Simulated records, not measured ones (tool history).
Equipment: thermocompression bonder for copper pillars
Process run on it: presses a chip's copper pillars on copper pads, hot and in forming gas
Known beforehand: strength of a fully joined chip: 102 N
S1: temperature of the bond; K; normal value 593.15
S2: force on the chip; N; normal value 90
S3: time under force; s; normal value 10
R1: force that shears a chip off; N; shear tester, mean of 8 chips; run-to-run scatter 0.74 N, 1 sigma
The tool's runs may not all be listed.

run	day	S1	S2	S3	R1
1	0.000	593.15	90	10	53.0
2	3.129	593.15	90	10	52.7
3	5.992	593.15	90	10	51.4
4	7.921	593.15	90	10	51.8
5	10.929	593.15	90	22	63.4
6	13.221	593.15	90	22	62.5
7	15.379	580.15	90	10	44.3
8	17.246	580.15	90	10	48.0
9	18.983	593.15	90	10	55.8
10	21.300	593.15	90	8	50.8
11	24.058	593.15	112	10	61.1
12	27.233	593.15	112	10	60.7
13	30.408	593.15	112	10	58.8
14	32.358	593.15	112	10	58.0
15	33.904	571.15	112	10	45.9
16	35.629	621.15	112	10	71.8
17	38.546	563.15	68	7	28.4
18	41.892	621.15	86	8	62.0
19	44.538	617.15	60	8	45.4
20	46.083	593.15	90	20	64.0
21	49.346	599.15	84	13	55.5
22	50.758	563.15	129	20	57.1
23	53.567	616.15	107	14	71.0
24	55.867	616.15	107	14	71.0
25	57.958	622.15	127	5	67.1
26	59.912	606.15	96	6	54.4
27	62.929	606.15	96	6	53.5
28	64.667	609.15	79	10	56.5
29	67.433	609.15	79	10	56.0
30	70.067	609.15	79	10	57.3
31	71.904	593.15	131	12	68.2
32	73.404	610.15	90	10	61.3

Between the runs listed above, the log contained 5 entries, not reproduced here. Where in the sequence does each belong, and how does what the log doesn't record of the tool's condition differ from the listed run before to the listed run after?
In the gap between runs 7 and 8: forming gas filter changed (day 16.221)
  true temperature of the bond over the reading, C: 3.7 -> 4; force that reaches the chip, % of what is set: 97.3 -> 97.2; oxide that the forming gas leaves, % of the face: 11.56 -> 1.05
  measured result minus the result with no hidden state, R1: -4.3 -> +1.0 N
In the gap between runs 16 and 17: forming gas filter changed (day 36.517)
  true temperature of the bond over the reading, C: 6.7 -> 7.1; force that reaches the chip, % of what is set: 95.7 -> 95.5; oxide that the forming gas leaves, % of the face: 10.72 -> 1.72
  measured result minus the result with no hidden state, R1: -6.4 -> +1.4 N
In the gap between runs 17 and 18: heater calibrated with a thermocouple chip (day 39.612)
  true temperature of the bond over the reading, C: 7.1 -> 0.9; force that reaches the chip, % of what is set: 95.5 -> 95.2; oxide that the forming gas leaves, % of the face: 1.72 -> 3.54
  measured result minus the result with no hidden state, R1: +1.4 -> -3.3 N
In the gap between runs 24 and 25: forming gas filter changed (day 56.912)
  true temperature of the bond over the reading, C: 2.9 -> 3.2; force that reaches the chip, % of what is set: 94.1 -> 94; oxide that the forming gas leaves, % of the face: 11.16 -> 1.14
  measured result minus the result with no hidden state, R1: -9.1 -> -1.0 N
In the gap between runs 29 and 30: force cell calibrated (day 69.317)
  true temperature of the bond over the reading, C: 4.6 -> 5; force that reaches the chip, % of what is set: 93.2 -> 99.3; oxide that the forming gas leaves, % of the face: 6.27 -> 7.75
  measured result minus the result with no hidden state, R1: -3.4 -> -2.0 N
